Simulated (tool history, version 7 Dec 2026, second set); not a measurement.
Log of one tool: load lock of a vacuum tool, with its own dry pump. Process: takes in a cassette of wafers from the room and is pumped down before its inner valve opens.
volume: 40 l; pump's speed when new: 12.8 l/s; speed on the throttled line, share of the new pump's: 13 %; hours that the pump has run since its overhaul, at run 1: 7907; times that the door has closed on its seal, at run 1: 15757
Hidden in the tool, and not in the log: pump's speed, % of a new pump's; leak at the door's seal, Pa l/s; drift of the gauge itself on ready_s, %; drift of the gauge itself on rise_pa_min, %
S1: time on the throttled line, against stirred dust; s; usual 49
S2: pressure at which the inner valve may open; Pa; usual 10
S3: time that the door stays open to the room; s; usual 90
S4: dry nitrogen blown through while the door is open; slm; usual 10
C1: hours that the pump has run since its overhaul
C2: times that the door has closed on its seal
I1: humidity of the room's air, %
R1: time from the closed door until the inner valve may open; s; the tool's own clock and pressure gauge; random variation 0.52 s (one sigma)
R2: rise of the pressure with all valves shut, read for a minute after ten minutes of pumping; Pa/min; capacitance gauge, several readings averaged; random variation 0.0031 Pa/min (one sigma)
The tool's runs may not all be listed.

{"run": 1, "hour": 0.0, "S1": 49, "S2": 10, "S3": 90, "S4": 10, "C1": 7907, "C2": 15757, "I1": 46.5, "R1": 71.7, "R2": 0.06}
{"run": 2, "hour": 217.0, "S1": 49, "S2": 10, "S3": 90, "S4": 10, "C1": 8124, "C2": 16233, "I1": 48.7, "R1": 71.0, "R2": 0.061}
{"run": 3, "hour": 390.9, "S1": 49, "S2": 10, "S3": 90, "S4": 10, "C1": 8298, "C2": 16614, "I1": 47.5, "R1": 72.8, "R2": 0.062}
{"run": 4, "hour": 626.3, "S1": 49, "S2": 10, "S3": 90, "S4": 10, "C1": 8533, "C2": 17130, "I1": 46.8, "R1": 71.3, "R2": 0.06}
{"run": 5, "hour": 808.9, "S1": 83, "S2": 10, "S3": 90, "S4": 10, "C1": 8716, "C2": 17530, "I1": 46.4, "R1": 102.1, "R2": 0.057}
{"run": 6, "hour": 1010.5, "S1": 83, "S2": 10, "S3": 90, "S4": 10, "C1": 8917, "C2": 17972, "I1": 41.4, "R1": 100.9, "R2": 0.05}
{"run": 7, "hour": 1206.1, "S1": 49, "S2": 10, "S3": 90, "S4": 5, "C1": 9113, "C2": 18401, "I1": 45.7, "R1": 72.5, "R2": 0.079}
{"run": 8, "hour": 1331.6, "S1": 27, "S2": 20, "S3": 90, "S4": 15, "C1": 9238, "C2": 18676, "I1": 44.2, "R1": 50.4, "R2": 0.054}
{"run": 9, "hour": 1567.5, "S1": 27, "S2": 7, "S3": 31, "S4": 15, "C1": 9474, "C2": 19193, "I1": 44.3, "R1": 53.7, "R2": 0.022}
{"run": 10, "hour": 1744.7, "S1": 27, "S2": 7, "S3": 31, "S4": 15, "C1": 9651, "C2": 19582, "I1": 44.0, "R1": 53.5, "R2": 0.029}
{"run": 11, "hour": 1852.0, "S1": 41, "S2": 11, "S3": 51, "S4": 6, "C1": 9759, "C2": 19817, "I1": 44.4, "R1": 64.0, "R2": 0.046}
{"run": 12, "hour": 1981.1, "S1": 41, "S2": 11, "S3": 137, "S4": 13, "C1": 9888, "C2": 20100, "I1": 45.5, "R1": 64.7, "R2": 0.067}
{"run": 13, "hour": 2089.0, "S1": 41, "S2": 11, "S3": 143, "S4": 14, "C1": 9996, "C2": 20336, "I1": 44.3, "R1": 64.2, "R2": 0.068}

4 ways to go on from here, each from the tool as it stands after run 13. What would each give?
{"run": "A", "hour": 2223.8, "S1": 27, "S2": 10, "S3": 90, "S4": 14, "C1": 10130, "C2": 20632, "I1": 45.8, "R1": "?", "R2": "?"}
{"run": "B", "hour": 2223.8, "S1": 27, "S2": 11, "S3": 112, "S4": 7, "C1": 10130, "C2": 20632, "I1": 44.9, "R1": "?", "R2": "?"}
{"run": "C", "hour": 2223.8, "S1": 54, "S2": 15, "S3": 198, "S4": 10, "C1": 10130, "C2": 20632, "I1": 43.9, "R1": "?", "R2": "?"}
{"run": "D", "hour": 2223.8, "S1": 41, "S2": 15, "S3": 143, "S4": 14, "C1": 10130, "C2": 20632, "I1": 43.0, "R1": "?", "R2": "?"}

run=A R1=53.0 R2=0.050
run=B R1=52.6 R2=0.074
run=C R1=75.0 R2=0.100
run=D R1=63.1 R2=0.065
Without the tool's hidden state the same runs would have given:
run=A R1=53.0 R2=0.050
run=B R1=52.6 R2=0.074
run=C R1=74.9 R2=0.099
run=D R1=63.1 R2=0.064

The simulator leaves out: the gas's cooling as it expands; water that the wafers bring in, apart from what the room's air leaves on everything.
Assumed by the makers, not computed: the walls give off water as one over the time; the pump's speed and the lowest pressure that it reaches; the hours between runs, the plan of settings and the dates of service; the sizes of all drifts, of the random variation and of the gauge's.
